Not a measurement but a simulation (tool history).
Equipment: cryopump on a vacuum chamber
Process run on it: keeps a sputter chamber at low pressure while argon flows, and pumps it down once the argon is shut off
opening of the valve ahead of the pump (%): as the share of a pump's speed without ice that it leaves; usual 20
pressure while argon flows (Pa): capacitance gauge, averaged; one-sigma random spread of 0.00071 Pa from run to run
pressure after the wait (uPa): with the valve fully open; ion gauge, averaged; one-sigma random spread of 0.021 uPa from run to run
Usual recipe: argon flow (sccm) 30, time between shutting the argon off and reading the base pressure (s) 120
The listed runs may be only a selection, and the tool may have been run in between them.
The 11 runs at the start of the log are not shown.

run	hour	argon flow (sccm)	time between shutting the argon off and reading the base pressure (s)	opening of the valve ahead of the pump (%)	pressure while argon flows (Pa)	pressure after the wait (uPa)
12	492.3	30	120	20	0.1304	2.12
13	530.7	30	120	20	0.1303	2.21
14	560.3	30	120	20	0.1294	2.2
15	590.4	30	120	20	0.131	2.3
16	624.8	30	120	20	0.1318	2.38
17	661.5	30	120	20	0.1308	2.33
18	690.1	37	21	20	0.163	3.94
19	731.1	30	93	46	0.0627	2.53
20	760.3	30	93	46	0.0623	2.58
# hour 797.5: pump warmed up, emptied and cooled again
21	797.5	30	185	49	0.0512	1.92
22	844.4	30	185	49	0.0512	1.93
23	886.7	19	85	24	0.0661	2.22
24	938.7	19	85	24	0.0673	2.33
25	969	17	59	21	0.0676	2.51
26	1011.2	53	120	41	0.1128	2.3
27	1041.9	21	30	23	0.0782	3.28

Forecast run 28:
28	1089.5	21	30	23	?	?

pressure while argon flows (Pa): 0.0784
pressure after the wait (uPa): 3.37
Without the tool's hidden state the same run would have given pressure while argon flows (Pa) 0.0762, pressure after the wait (uPa) 1.51.
